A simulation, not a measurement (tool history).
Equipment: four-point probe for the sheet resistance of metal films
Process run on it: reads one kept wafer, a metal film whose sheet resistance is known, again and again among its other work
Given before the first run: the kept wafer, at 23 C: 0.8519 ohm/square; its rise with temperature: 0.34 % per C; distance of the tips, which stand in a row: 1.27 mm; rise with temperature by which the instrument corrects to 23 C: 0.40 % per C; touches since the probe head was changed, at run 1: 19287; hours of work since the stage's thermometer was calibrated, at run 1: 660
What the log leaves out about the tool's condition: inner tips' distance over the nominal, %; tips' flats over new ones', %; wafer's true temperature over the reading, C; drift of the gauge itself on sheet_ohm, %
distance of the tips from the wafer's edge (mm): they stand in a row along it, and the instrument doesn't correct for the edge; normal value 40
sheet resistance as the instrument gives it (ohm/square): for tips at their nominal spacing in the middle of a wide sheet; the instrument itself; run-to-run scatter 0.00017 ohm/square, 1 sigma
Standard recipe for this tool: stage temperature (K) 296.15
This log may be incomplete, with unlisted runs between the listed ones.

run   hour  stage temperature (K)  distance of the tips from the wafer's edge (mm)  touches since the probe head was changed  hours of work since the stage's thermometer was calibrated  sheet resistance as the instrument gives it (ohm/square)
  1    0.0                 296.15                                               40                                     19287                                                         660                                                  0.848468
  2   46.1                 296.15                                               40                                     20118                                                         692                                                  0.847983
  3   96.2                 296.15                                                7                                     21019                                                         727                                                  0.862725
  4  161.8                 296.15                                               40                                     22199                                                         772                                                  0.848248
  5  207.6                 296.15                                                4                                     23025                                                         804                                                  0.891613
  6  270.6                 296.15                                                4                                     24159                                                         848                                                  0.891349
  7  333.1                 296.15                                                4                                     25284                                                         892                                                  0.891088
  8  396.3                 295.15                                                4                                     26421                                                         935                                                  0.891744
  9  473.2                 294.15                                                7                                     27805                                                         989                                                  0.863945
 10  510.6                 294.15                                                7                                     28478                                                        1015                                                  0.863981
 11  594.6                 304.15                                               26                                     29990                                                        1073                                                  0.844598
 12  666.8                 295.15                                                8                                     31291                                                        1124                                                  0.860257
 13  734.8                 296.15                                                6                                     32514                                                        1171                                                  0.868092

Here are 3 independent what-if runs from the current tool condition. What would each one return?
  A  796.3                 298.15                                               15                                     33621                                                        1214                                                         ?
  B  796.3                 304.15                                                4                                     33621                                                        1214                                                         ?
  C  796.3                 302.15                                                6                                     33621                                                        1214                                                         ?

run  sheet resistance as the instrument gives it (ohm/square)
  A                                                  0.850138
  B                                                  0.887217
  C                                                  0.864816
Had the tool no hidden state, the same runs would have come out as:
run  sheet resistance as the instrument gives it (ohm/square)
  A                                                  0.853996
  B                                                  0.891250
  C                                                  0.868750
